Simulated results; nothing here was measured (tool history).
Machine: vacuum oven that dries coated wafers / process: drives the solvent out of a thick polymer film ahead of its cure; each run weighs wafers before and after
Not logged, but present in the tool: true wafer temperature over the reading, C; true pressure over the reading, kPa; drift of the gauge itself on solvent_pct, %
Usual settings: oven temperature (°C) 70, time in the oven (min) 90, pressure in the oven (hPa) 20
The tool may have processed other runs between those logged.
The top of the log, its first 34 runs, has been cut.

| run | hour | oven temperature (°C) | time in the oven (min) | pressure in the oven (hPa) | hours of work since the thermocouples were calibrated | hours of work since the vacuum gauge was cleaned of residue | solvent left in the film (%) |
|---|---|---|---|---|---|---|---|
| 35 | 2891.3 | 74 | 102 | 47.8 | 374 | 1970 | 3.84 |
| 36 | 2955.8 | 57 | 84 | 56.2 | 407 | 2003 | 12.4 |
| 37 | 3025.2 | 59 | 92 | 20.7 | 442 | 2038 | 6.94 |
| 38 | 3077.1 | 59 | 92 | 20.7 | 469 | 2065 | 7.1 |
| 39 | 3140.4 | 83 | 83 | 26.9 | 501 | 2097 | 1.46 |
| 40 | 3218.8 | 57 | 80 | 17 | 541 | 2137 | 8.56 |
| 41 | 3319.9 | 57 | 80 | 17 | 593 | 2189 | 8.82 |
| 42 | 3380.3 | 57 | 80 | 17 | 624 | 2220 | 8.75 |
| 43 | 3459.5 | 61 | 53 | 12.2 | 664 | 2260 | 9.06 |
| 44 | 3526.1 | 61 | 46 | 12.6 | 698 | 2294 | 9.86 |
| 45 | 3581.5 | 76 | 72 | 12.6 | 727 | 2323 | 1.74 |
|  | 3631.3 | oven's thermocouples calibrated |
| 46 | 3652.5 | 70 | 90 | 79.5 | 11 | 2358 | 7.76 |

Each row is a separate what-if for the run after 46, all from the same tool condition, not one after another. Results?
| A | 3741.2 | 68 | 49 | 18.5 | 56 | 2403 | ? |
| B | 3741.2 | 70 | 90 | 15.3 | 56 | 2403 | ? |
| C | 3741.2 | 70 | 90 | 47.7 | 56 | 2403 | ? |
| D | 3741.2 | 64 | 144 | 14 | 56 | 2403 | ? |

| run | solvent left in the film (%) |
|---|---|
| A | 6.18 |
| B | 2.53 |
| C | 5.13 |
| D | 2.56 |
Had the tool no hidden state, the same runs would have come out as:
| run | solvent left in the film (%) |
|---|---|
| A | 5.92 |
| B | 2.27 |
| C | 4.85 |
| D | 2.22 |

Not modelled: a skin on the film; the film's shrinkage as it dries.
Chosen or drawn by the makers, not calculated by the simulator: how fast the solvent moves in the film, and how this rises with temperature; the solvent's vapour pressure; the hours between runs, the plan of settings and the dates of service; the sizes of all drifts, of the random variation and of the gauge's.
